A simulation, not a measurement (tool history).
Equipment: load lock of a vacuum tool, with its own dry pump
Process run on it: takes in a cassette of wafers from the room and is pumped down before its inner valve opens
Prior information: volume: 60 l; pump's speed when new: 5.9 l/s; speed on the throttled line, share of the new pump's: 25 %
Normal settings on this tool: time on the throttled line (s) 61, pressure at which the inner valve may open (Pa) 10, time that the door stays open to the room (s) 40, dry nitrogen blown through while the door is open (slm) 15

run	hour	time on the throttled line (s)	pressure at which the inner valve may open (Pa)	time that the door stays open to the room (s)	dry nitrogen blown through while the door is open (slm)	incoming humidity of the room's air, %	time from the closed door until the inner valve may open (s)	rise of the pressure with all valves shut (Pa/min)
1	0.0	61	10	40	15	48.0	140.5	0.023
2	254.4	61	7	40	15	44.7	144.7	0.025
3	639.2	61	7	40	15	46.5	145.4	0.026
4	1190.8	61	7	40	15	47.1	144.7	0.022
5	1694.3	119	10	40	15	47.9	182.2	0.019
6	2308.7	119	10	40	15	43.8	184.0	0.025
# hour 2627.2: dry pump taken out, an overhauled one fitted
7	2671.8	119	10	40	15	45.4	183.1	0.027
8	3001.0	119	10	40	15	46.7	184.8	0.024
9	3563.3	119	10	40	15	45.4	185.0	0.025
10	4064.4	119	10	40	32	44.9	185.6	0.025
11	4668.6	119	10	40	32	44.9	183.5	0.022
12	5243.9	119	10	40	32	41.2	182.3	0.016
13	5821.5	61	10	40	10	44.3	139.7	0.023
14	6400.7	61	10	40	15	46.5	142.3	0.025
15	6916.5	61	9	40	15	45.8	141.0	0.030
16	7181.2	61	9	40	15	41.7	139.8	0.024
# hour 7569.5: door's seal changed, seat wiped
17	7594.6	61	9	40	15	43.7	140.6	0.017
18	8207.5	61	9	40	15	44.7	141.7	0.021
19	8814.0	61	9	40	15	45.2	141.8	0.027
20	9200.9	61	9	40	15	43.0	142.1	0.020
21	9601.2	61	9	41	9	43.7	142.0	0.032
22	9995.8	106	16	108	42	44.2	169.3	0.016
23	10530.5	61	19	40	15	44.6	133.3	0.026
24	10920.9	61	19	40	15	42.0	134.0	0.025
25	11269.0	61	19	40	15	44.5	135.0	0.024
26	11758.2	67	12	226	15	45.2	143.8	0.043
27	12163.1	45	13	40	18	47.0	126.7	0.025
28	12575.5	45	20	152	18	41.8	121.9	0.031
29	13201.7	45	20	152	18	46.7	122.4	0.033
30	13723.1	52	9	40	15	45.9	137.0	0.021
31	14180.8	61	10	40	24	50.0	140.2	0.022
32	14642.0	52	10	44	14	46.1	135.1	0.021
33	15188.7	45	10	40	15	46.8	128.3	0.021
34	15747.2	39	10	40	17	42.0	123.9	0.020
35	16152.5	39	10	40	17	45.1	123.8	0.022
36	16551.6	39	10	40	17	46.4	126.3	0.023
# hour 16906.2: dry pump taken out, an overhauled one fitted
37	16927.7	39	10	40	17	46.7	123.2	0.020

Consider 3 possible next runs. They are alternatives, not a sequence: every one starts from the tool as it was left by run 37. What does each give?
A	17231.8	108	10	115	15	46.8	?	?
B	17231.8	45	10	40	15	46.0	?	?
C	17231.8	61	10	40	6	43.4	?	?

run	time from the closed door until the inner valve may open (s)	rise of the pressure with all valves shut (Pa/min)
A	174.9	0.034
B	129.4	0.021
C	139.1	0.026
Take away the tool's hidden state, keep each run's random variation, and the runs would have read:
run	time from the closed door until the inner valve may open (s)	rise of the pressure with all valves shut (Pa/min)
A	175.0	0.034
B	129.4	0.020
C	139.1	0.025
